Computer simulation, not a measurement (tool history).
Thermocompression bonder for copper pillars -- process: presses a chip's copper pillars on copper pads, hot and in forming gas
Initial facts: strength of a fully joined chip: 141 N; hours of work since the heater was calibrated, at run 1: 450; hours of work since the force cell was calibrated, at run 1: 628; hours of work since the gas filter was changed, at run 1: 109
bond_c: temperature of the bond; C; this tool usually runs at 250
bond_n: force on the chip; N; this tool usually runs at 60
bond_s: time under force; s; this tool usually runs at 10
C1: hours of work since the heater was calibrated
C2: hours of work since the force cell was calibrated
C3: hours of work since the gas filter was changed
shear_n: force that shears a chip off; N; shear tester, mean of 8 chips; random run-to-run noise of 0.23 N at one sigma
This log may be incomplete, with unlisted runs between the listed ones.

run 1 hour=0.0 | bond_c=250 bond_n=60 bond_s=10 | C1=450 C2=628 C3=109 | shear_n=53.1
run 2 hour=69.1 | bond_c=250 bond_n=39 bond_s=10 | C1=496 C2=674 C3=156 | shear_n=39.5
run 3 hour=114.6 | bond_c=250 bond_n=38 bond_s=10 | C1=526 C2=705 C3=186 | shear_n=38.9
run 4 hour=159.6 | bond_c=250 bond_n=38 bond_s=10 | C1=557 C2=735 C3=216 | shear_n=39.0
-- hour=180.4 heater calibrated with a thermocouple chip
run 5 hour=194.3 | bond_c=250 bond_n=38 bond_s=10 | C1=9 C2=757 C3=238 | shear_n=39.1
run 6 hour=237.3 | bond_c=250 bond_n=60 bond_s=8 | C1=38 C2=786 C3=267 | shear_n=49.0
run 7 hour=281.5 | bond_c=250 bond_n=60 bond_s=8 | C1=68 C2=816 C3=297 | shear_n=48.8
run 8 hour=335.6 | bond_c=250 bond_n=60 bond_s=8 | C1=104 C2=852 C3=333 | shear_n=48.9
run 9 hour=381.0 | bond_c=250 bond_n=60 bond_s=8 | C1=135 C2=882 C3=363 | shear_n=48.9
run 10 hour=451.7 | bond_c=250 bond_n=60 bond_s=10 | C1=182 C2=930 C3=411 | shear_n=53.8
-- hour=485.0 force cell calibrated
run 11 hour=486.2 | bond_c=250 bond_n=60 bond_s=10 | C1=204 C2=1 C3=433 | shear_n=53.9
run 12 hour=519.3 | bond_c=250 bond_n=60 bond_s=10 | C1=226 C2=23 C3=455 | shear_n=53.3
-- hour=570.6 forming gas filter changed
run 13 hour=592.4 | bond_c=250 bond_n=60 bond_s=10 | C1=275 C2=72 C3=15 | shear_n=54.0
run 14 hour=641.0 | bond_c=250 bond_n=66 bond_s=10 | C1=308 C2=104 C3=47 | shear_n=57.3
-- hour=647.8 gauge calibrated
run 15 hour=719.0 | bond_c=250 bond_n=66 bond_s=10 | C1=360 C2=157 C3=100 | shear_n=56.3
run 16 hour=755.7 | bond_c=250 bond_n=66 bond_s=10 | C1=385 C2=181 C3=124 | shear_n=56.0
run 17 hour=815.5 | bond_c=250 bond_n=60 bond_s=7 | C1=425 C2=222 C3=164 | shear_n=46.1
run 18 hour=872.3 | bond_c=250 bond_n=60 bond_s=7 | C1=463 C2=260 C3=202 | shear_n=46.0
run 19 hour=939.5 | bond_c=268 bond_n=60 bond_s=10 | C1=508 C2=305 C3=248 | shear_n=71.7
run 20 hour=975.5 | bond_c=268 bond_n=60 bond_s=10 | C1=532 C2=329 C3=272 | shear_n=71.3
-- hour=1031.1 heater calibrated with a thermocouple chip
run 21 hour=1039.9 | bond_c=268 bond_n=60 bond_s=8 | C1=6 C2=371 C3=314 | shear_n=66.7
run 22 hour=1099.4 | bond_c=222 bond_n=41 bond_s=6 | C1=46 C2=411 C3=354 | shear_n=17.9
run 23 hour=1146.2 | bond_c=222 bond_n=41 bond_s=6 | C1=77 C2=442 C3=385 | shear_n=18.2
run 24 hour=1199.0 | bond_c=259 bond_n=76 bond_s=5 | C1=113 C2=477 C3=420 | shear_n=56.2
run 25 hour=1277.6 | bond_c=259 bond_n=76 bond_s=5 | C1=165 C2=530 C3=473 | shear_n=56.6
-- hour=1303.6 forming gas filter changed
run 26 hour=1320.8 | bond_c=250 bond_n=60 bond_s=25 | C1=194 C2=559 C3=12 | shear_n=76.0
run 27 hour=1399.0 | bond_c=229 bond_n=60 bond_s=5 | C1=246 C2=611 C3=64 | shear_n=26.2
run 28 hour=1449.9 | bond_c=229 bond_n=60 bond_s=5 | C1=281 C2=646 C3=98 | shear_n=26.4
run 29 hour=1520.2 | bond_c=229 bond_n=60 bond_s=5 | C1=328 C2=693 C3=145 | shear_n=26.5
run 30 hour=1558.5 | bond_c=229 bond_n=60 bond_s=5 | C1=354 C2=718 C3=171 | shear_n=26.6
run 31 hour=1591.5 | bond_c=250 bond_n=60 bond_s=18 | C1=376 C2=741 C3=193 | shear_n=68.4
run 32 hour=1661.9 | bond_c=251 bond_n=39 bond_s=22 | C1=423 C2=788 C3=240 | shear_n=57.7
run 33 hour=1718.2 | bond_c=251 bond_n=39 bond_s=22 | C1=461 C2=826 C3=278 | shear_n=58.3
run 34 hour=1773.6 | bond_c=251 bond_n=39 bond_s=22 | C1=498 C2=863 C3=315 | shear_n=58.1
run 35 hour=1851.3 | bond_c=250 bond_n=56 bond_s=15 | C1=550 C2=915 C3=368 | shear_n=61.9
-- hour=1881.5 heater calibrated with a thermocouple chip
run 36 hour=1890.5 | bond_c=250 bond_n=56 bond_s=15 | C1=6 C2=940 C3=393 | shear_n=62.7
-- hour=1909.0 force cell calibrated
run 37 hour=1952.6 | bond_c=233 bond_n=65 bond_s=19 | C1=47 C2=29 C3=433 | shear_n=55.3
run 38 hour=2001.0 | bond_c=233 bond_n=65 bond_s=19 | C1=79 C2=62 C3=466 | shear_n=55.2
-- hour=2037.9 forming gas filter changed
run 39 hour=2038.7 | bond_c=229 bond_n=42 bond_s=15 | C1=104 C2=87 C3=1 | shear_n=34.1

4 ways to go on from here, each from the tool as it stands after run 39. What would each give?
run A hour=2099.4 | bond_c=250 bond_n=80 bond_s=10 | C1=145 C2=127 C3=41 | shear_n=?
run B hour=2099.4 | bond_c=264 bond_n=42 bond_s=15 | C1=145 C2=127 C3=41 | shear_n=?
run C hour=2099.4 | bond_c=242 bond_n=45 bond_s=6 | C1=145 C2=127 C3=41 | shear_n=?
run D hour=2099.4 | bond_c=229 bond_n=58 bond_s=15 | C1=145 C2=127 C3=41 | shear_n=?

run=A shear_n=68.0
run=B shear_n=66.7
run=C shear_n=31.8
run=D shear_n=42.8
Without the tool's hidden state the same runs would have given:
run=A shear_n=63.8
run=B shear_n=62.6
run=C shear_n=29.8
run=D shear_n=40.2

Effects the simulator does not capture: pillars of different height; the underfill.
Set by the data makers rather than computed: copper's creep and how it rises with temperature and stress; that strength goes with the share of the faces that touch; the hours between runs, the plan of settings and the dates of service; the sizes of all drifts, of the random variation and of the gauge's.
